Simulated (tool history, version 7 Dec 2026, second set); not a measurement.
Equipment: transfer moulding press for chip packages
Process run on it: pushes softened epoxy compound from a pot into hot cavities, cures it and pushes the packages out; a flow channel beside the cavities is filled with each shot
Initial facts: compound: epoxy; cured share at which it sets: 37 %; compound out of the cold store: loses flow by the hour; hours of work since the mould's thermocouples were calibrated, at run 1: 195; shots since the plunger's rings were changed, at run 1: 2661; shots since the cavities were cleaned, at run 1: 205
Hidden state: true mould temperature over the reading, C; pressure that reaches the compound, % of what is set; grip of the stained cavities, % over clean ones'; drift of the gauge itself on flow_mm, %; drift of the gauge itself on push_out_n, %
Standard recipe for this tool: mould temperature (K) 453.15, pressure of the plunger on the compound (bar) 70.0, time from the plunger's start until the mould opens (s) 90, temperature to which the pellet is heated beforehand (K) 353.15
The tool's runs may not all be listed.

run,hour,mould temperature (K),pressure of the plunger on the compound (bar),time from the plunger's start until the mould opens (s),temperature to which the pellet is heated beforehand (K),hours of work since the mould's thermocouples were calibrated,shots since the plunger's rings were changed,shots since the cavities were cleaned,incoming compound's hours out of the cold store,length that the compound runs in the flow channel (mm),greatest force on the pins that push the packages out (N)
1,0.0,453.15,70.0,90,353.15,195,2661,205,40.1,875,473
# hour 47.2: cavities cleaned with cleaning compound and waxed
2,61.1,453.15,70.0,90,353.15,234,3383,169,15.3,961,467
3,103.6,453.15,70.0,90,353.15,262,3898,684,44.0,846,530
# hour 112.2: cavities cleaned with cleaning compound and waxed
# hour 137.9: plunger's sealing rings changed
4,146.9,453.15,70.0,90,353.15,287,109,390,41.4,875,512
# hour 180.8: cavities cleaned with cleaning compound and waxed
5,188.5,453.15,70.0,85,353.15,314,595,94,17.6,955,473
# hour 204.3: mould's thermocouples calibrated
6,230.4,453.15,70.0,85,353.15,17,1079,578,9.5,992,643
# hour 250.7: cavities cleaned with cleaning compound and waxed
7,281.8,453.15,52.9,90,353.15,50,1684,377,37.9,768,503
8,309.6,453.15,52.9,90,353.15,68,2022,715,44.7,747,541
# hour 316.3: cavities cleaned with cleaning compound and waxed
9,339.7,453.15,70.0,90,345.15,87,2368,284,30.9,906,497
10,370.4,453.15,62.8,90,353.15,107,2740,656,35.2,840,563
# hour 382.1: cavities cleaned with cleaning compound and waxed
11,435.0,453.15,62.8,90,353.15,148,3505,641,36.6,833,554
# hour 447.8: cavities cleaned with cleaning compound and waxed
12,465.8,453.15,70.0,90,353.15,167,3860,218,8.7,975,503
13,494.6,449.15,70.0,90,353.15,186,4210,568,35.7,876,678
# hour 502.5: plunger's sealing rings changed
# hour 514.5: cavities cleaned with cleaning compound and waxed
14,562.0,453.15,73.7,86,349.15,228,704,577,12.3,1001,616
# hour 580.8: cavities cleaned with cleaning compound and waxed
15,620.3,458.15,79.5,82,350.15,265,1392,479,45.6,900,470
# hour 645.4: cavities cleaned with cleaning compound and waxed
16,674.5,458.15,79.5,82,350.15,300,2031,353,39.2,919,475
# hour 713.2: mould's thermocouples calibrated
# hour 714.7: cavities cleaned with cleaning compound and waxed
17,729.7,453.15,78.5,83,358.15,10,2658,182,41.2,918,528
18,775.9,453.15,78.5,114,358.15,40,3218,742,39.8,916,456
# hour 782.0: cavities cleaned with cleaning compound and waxed
19,821.0,453.15,58.0,92,353.15,69,3747,473,45.7,774,505
# hour 847.4: cavities cleaned with cleaning compound and waxed
# hour 866.4: plunger's sealing rings changed
20,882.5,453.15,59.0,103,345.15,106,195,395,22.2,871,451
# hour 914.4: cavities cleaned with cleaning compound and waxed
21,914.4,453.15,59.0,103,345.15,126,564,0,45.1,791,375
22,948.3,453.15,58.0,103,345.15,148,975,411,33.0,821,447
# hour 983.4: cavities cleaned with cleaning compound and waxed
23,994.0,453.15,58.0,103,345.15,177,1511,129,27.7,837,402
# hour 1050.5: cavities cleaned with cleaning compound and waxed
24,1052.5,453.15,57.0,103,345.15,215,2202,25,43.7,776,371
# hour 1117.6: cavities cleaned with cleaning compound and waxed
25,1117.6,460.15,71.3,116,358.15,256,2972,0,23.3,923,326
# hour 1184.4: cavities cleaned with cleaning compound and waxed
26,1184.4,460.15,71.3,116,358.15,299,3764,0,37.1,871,341

Difference, measured minus no-hidden-state, one row per run. Run-to-run variation is common to both terms; the gauge's own scatter need not be:
run,length that the compound runs in the flow channel (mm),greatest force on the pins that push the packages out (N)
1,-18,+54
2,-25,+40
3,-26,+125
4,-3,+89
5,-5,+23
6,-8,+153
7,-10,+96
8,-11,+142
9,-16,+82
10,-17,+141
11,-22,+135
12,-28,+59
13,-28,+149
14,-6,+143
15,-10,+101
16,-15,+88
17,-18,+68
18,-22,+119
19,-22,+108
20,-4,+85
21,-6,+4
22,-8,+85
23,-11,+35
24,-15,+11
25,-22,+0
26,-27,+7
